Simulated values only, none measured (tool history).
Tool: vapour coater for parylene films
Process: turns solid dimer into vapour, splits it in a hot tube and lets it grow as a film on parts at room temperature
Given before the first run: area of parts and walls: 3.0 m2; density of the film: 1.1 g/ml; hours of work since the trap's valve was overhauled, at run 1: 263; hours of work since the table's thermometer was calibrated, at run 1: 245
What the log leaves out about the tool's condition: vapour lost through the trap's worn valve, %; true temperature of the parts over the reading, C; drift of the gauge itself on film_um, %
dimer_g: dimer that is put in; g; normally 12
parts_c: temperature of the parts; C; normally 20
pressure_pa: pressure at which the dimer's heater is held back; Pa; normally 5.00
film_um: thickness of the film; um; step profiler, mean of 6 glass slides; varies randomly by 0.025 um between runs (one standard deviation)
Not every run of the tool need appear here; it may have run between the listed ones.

run	hour	dimer_g	parts_c	pressure_pa	hours of work since the trap's valve was overhauled	hours of work since the table's thermometer was calibrated	film_um
1	0.0	12	20	5.00	263	245	1.59
2	14.9	12	17	5.00	270	251	1.82
3	30.2	12	17	5.00	276	257	1.79
4	42.2	12	17	5.00	281	263	1.82
5	49.0	12	17	5.00	284	265	1.80
6	62.4	12	17	5.00	290	271	1.82
7	71.7	12	17	5.00	294	275	1.83
8	87.0	12	17	5.00	300	281	1.83
9	101.9	12	17	5.00	306	288	1.85
10	114.3	12	17	5.00	312	293	1.74
11	121.8	12	17	5.00	315	296	1.81
12	130.9	12	17	5.00	319	300	1.73
13	144.9	12	20	5.00	324	306	1.59
14	152.6	12	31	5.00	328	309	1.07
15	166.4	12	31	5.00	334	315	1.07
# hour 171.9: trap's valve overhauled
16	180.6	12	20	5.00	4	319	1.51
17	194.5	12	20	5.00	10	325	1.47
18	206.5	12	20	5.00	15	330	1.52
# hour 211.6: trap's valve overhauled, once more
19	226.3	12	18	5.00	6	337	1.88
20	234.6	12	18	5.00	10	340	1.87
21	244.7	12	30	8.60	14	344	1.12
22	259.7	14	22	5.88	20	351	1.83
23	267.0	12	14	7.29	23	354	2.06
24	278.8	12	14	7.29	28	359	2.05
25	291.2	9	14	2.84	34	364	1.81
26	301.7	9	14	9.36	38	369	1.42
27	315.6	9	30	11.12	44	374	0.83
28	327.0	6	23	11.12	49	379	0.70
29	342.9	9	23	4.09	55	386	1.23
30	357.6	9	23	4.09	62	392	1.25
31	368.0	9	23	4.09	66	396	1.21

Predict the results of run 32:
32	382.6	16	19	3.22	72	403	?

film_um: 2.59 um
Were there no unlogged condition in the tool, this run, its random variation unchanged, would have produced film_um 2.69 um.

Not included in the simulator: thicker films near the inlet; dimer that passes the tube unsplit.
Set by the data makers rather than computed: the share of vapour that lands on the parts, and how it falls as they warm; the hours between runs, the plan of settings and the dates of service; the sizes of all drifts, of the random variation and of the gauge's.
